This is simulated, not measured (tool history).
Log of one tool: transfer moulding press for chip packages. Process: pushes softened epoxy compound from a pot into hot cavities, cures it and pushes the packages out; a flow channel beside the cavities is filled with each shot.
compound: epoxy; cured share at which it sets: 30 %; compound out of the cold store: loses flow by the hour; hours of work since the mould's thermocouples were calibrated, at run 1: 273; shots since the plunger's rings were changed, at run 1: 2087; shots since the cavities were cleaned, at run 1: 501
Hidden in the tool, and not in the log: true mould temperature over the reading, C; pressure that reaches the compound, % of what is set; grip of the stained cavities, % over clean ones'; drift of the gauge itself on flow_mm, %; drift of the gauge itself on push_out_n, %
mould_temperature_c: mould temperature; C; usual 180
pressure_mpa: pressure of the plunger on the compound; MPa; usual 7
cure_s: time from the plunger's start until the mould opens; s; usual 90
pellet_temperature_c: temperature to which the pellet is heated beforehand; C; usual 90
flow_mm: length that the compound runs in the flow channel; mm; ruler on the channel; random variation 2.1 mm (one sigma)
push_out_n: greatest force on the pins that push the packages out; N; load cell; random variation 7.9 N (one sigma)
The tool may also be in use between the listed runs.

run,hour,mould_temperature_c,pressure_mpa,cure_s,pellet_temperature_c,hours of work since the mould's thermocouples were calibrated,shots since the plunger's rings were changed,shots since the cavities were cleaned,incoming compound's hours out of the cold store,flow_mm,push_out_n
1,0,180,7,90,90,273,2087,501,47.8,713,469
# hour 51.9: cavities cleaned with cleaning compound and waxed
2,72.1,180,7,90,90,310,2878,227,17.7,767,428
# hour 80.7: plunger's sealing rings changed
# hour 140.6: mould's thermocouples calibrated
# hour 153: cavities cleaned with cleaning compound and waxed
3,168.9,180,7,90,90,14,949,178,27.4,766,411
4,222.2,180,7,90,90,42,1547,776,22.6,771,523
# hour 252.8: cavities cleaned with cleaning compound and waxed
5,274.5,180,7,90,90,69,2115,243,44.2,723,400
# hour 353.1: plunger's sealing rings changed
# hour 354.6: cavities cleaned with cleaning compound and waxed
6,354.6,180,7,84,90,109,0,0,33.2,763,402
7,440.2,180,7,84,90,155,959,959,31,759,605
# hour 452.4: cavities cleaned with cleaning compound and waxed
8,484.5,180,7,84,90,177,1438,359,29.9,757,514
9,527.8,180,7,84,90,200,1924,845,8.1,800,612
# hour 550: cavities cleaned with cleaning compound and waxed
10,582.5,183,7,125,90,228,2520,364,19.3,765,365
# hour 628.2: plunger's sealing rings changed
# hour 651.8: cavities cleaned with cleaning compound and waxed
11,655.4,173,7,90,90,265,287,39,33.9,782,558
12,709.9,180,6.79,90,86,293,899,651,20.8,775,508
# hour 749.6: cavities cleaned with cleaning compound and waxed
13,787,177,7.88,90,95,333,1745,419,35.8,796,555
# hour 805.7: mould's thermocouples calibrated
# hour 847.6: cavities cleaned with cleaning compound and waxed
14,847.6,175,6.66,118,82,21,2386,0,35.1,735,321
# hour 900.4: plunger's sealing rings changed
15,908.3,179,7,90,90,52,89,652,31.3,765,542
# hour 950.9: cavities cleaned with cleaning compound and waxed
16,953.8,178,7,90,85,75,582,33,46.4,734,399
17,995.6,178,7,90,85,97,1051,502,36,751,528

4 ways to go on from here, each from the tool as it stands after run 17. What would each give?
# hour 1048.9: cavities cleaned with cleaning compound and waxed
A,1067.2,180,7,79,90,134,1836,205,12.6,?,?
# hour 1048.9: cavities cleaned with cleaning compound and waxed
B,1067.2,178,7,90,91,134,1836,205,36.8,?,?
# hour 1048.9: cavities cleaned with cleaning compound and waxed
C,1067.2,178,7.3,90,85,134,1836,205,15.6,?,?
# hour 1048.9: cavities cleaned with cleaning compound and waxed
D,1067.2,180,8,90,98,134,1836,205,14.5,?,?

run,flow_mm,push_out_n
A,791,543
B,745,422
C,805,451
D,838,404
Without the tool's hidden state the same runs would have given:
run,flow_mm,push_out_n
A,809,461
B,762,357
C,823,382
D,857,342
